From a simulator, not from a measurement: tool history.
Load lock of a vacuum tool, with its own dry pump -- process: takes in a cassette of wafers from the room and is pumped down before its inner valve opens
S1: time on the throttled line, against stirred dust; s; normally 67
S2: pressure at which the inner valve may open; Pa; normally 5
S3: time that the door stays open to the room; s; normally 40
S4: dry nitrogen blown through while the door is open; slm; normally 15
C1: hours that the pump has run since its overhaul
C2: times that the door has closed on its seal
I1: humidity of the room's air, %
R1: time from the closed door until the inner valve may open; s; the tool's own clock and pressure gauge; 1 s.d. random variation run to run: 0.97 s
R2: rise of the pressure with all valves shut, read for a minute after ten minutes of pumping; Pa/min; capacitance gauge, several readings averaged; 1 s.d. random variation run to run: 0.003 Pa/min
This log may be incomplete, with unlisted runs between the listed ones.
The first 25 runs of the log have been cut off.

Run 26, hour 11928.7: usual settings but S4 4 slm; C1 5965; C2 52657; I1 43.2. Result: R1 161.9 s, R2 0.159 Pa/min.
Run 27, hour 12422.3: usual settings but S1 104 s, S3 32 s; C1 6459; C2 54542; I1 46.8. Result: R1 189.2 s, R2 0.151 Pa/min.
At hour 12456.8: door's seal changed, seat wiped.
Run 28, hour 13085.4: usual settings but S1 104 s, S2 6 Pa, S3 32 s; C1 7121; C2 2401; I1 43. Result: R1 187 s, R2 0.017 Pa/min.
Run 29, hour 13601.8: usual settings but S1 104 s, S2 6 Pa, S3 32 s, S4 11 slm; C1 7637; C2 4374; I1 47. Result: R1 185.5 s, R2 0.021 Pa/min.
Run 30, hour 14324: usual settings but S1 108 s, S2 8 Pa, S4 11 slm; C1 8359; C2 7132; I1 44.1. Result: R1 187.3 s, R2 0.025 Pa/min.
Run 31, hour 14963.6: usual settings but S1 85 s, S2 8 Pa, S4 22 slm; C1 8999; C2 9575; I1 43.1. Result: R1 172.3 s, R2 0.024 Pa/min.
Run 32, hour 15290.2: usual settings but S1 103 s, S2 10 Pa, S3 105 s, S4 20 slm; C1 9325; C2 10822; I1 49. Result: R1 182.9 s, R2 0.04 Pa/min.
Run 33, hour 15814: usual settings but S1 79 s, S4 31 slm; C1 9849; C2 12823; I1 45.6. Result: R1 171.3 s, R2 0.023 Pa/min.

5 ways to go on from here, each from the tool as it stands after run 33. What would each give?
Run A, hour 16507.6: usual settings but S1 49 s, S2 6 Pa, S3 63 s, S4 31 slm; C1 10543; C2 15472; I1 42.9. Result: R1 ?, R2 ?.
Run B, hour 16507.6: usual settings but S1 79 s, S2 8 Pa, S4 31 slm; C1 10543; C2 15472; I1 46. Result: R1 ?, R2 ?.
Run C, hour 16507.6: usual settings but S1 85 s, S3 82 s, S4 31 slm; C1 10543; C2 15472; I1 46.3. Result: R1 ?, R2 ?.
Run D, hour 16507.6: usual settings but S1 37 s, S4 31 slm; C1 10543; C2 15472; I1 46.4. Result: R1 ?, R2 ?.
Run E, hour 16507.6: usual settings but S3 50 s; C1 10543; C2 15472; I1 46.7. Result: R1 ?, R2 ?.

run     R1     R2
  A  148.2  0.029
  B  166.8  0.025
  C  177.8  0.036
  D  142.6  0.024
  E    165  0.036
Without the tool's hidden state the same runs would have given:
run     R1     R2
  A    137  0.011
  B  157.1  0.007
  C  167.3  0.018
  D  130.6  0.007
  E  153.9  0.018

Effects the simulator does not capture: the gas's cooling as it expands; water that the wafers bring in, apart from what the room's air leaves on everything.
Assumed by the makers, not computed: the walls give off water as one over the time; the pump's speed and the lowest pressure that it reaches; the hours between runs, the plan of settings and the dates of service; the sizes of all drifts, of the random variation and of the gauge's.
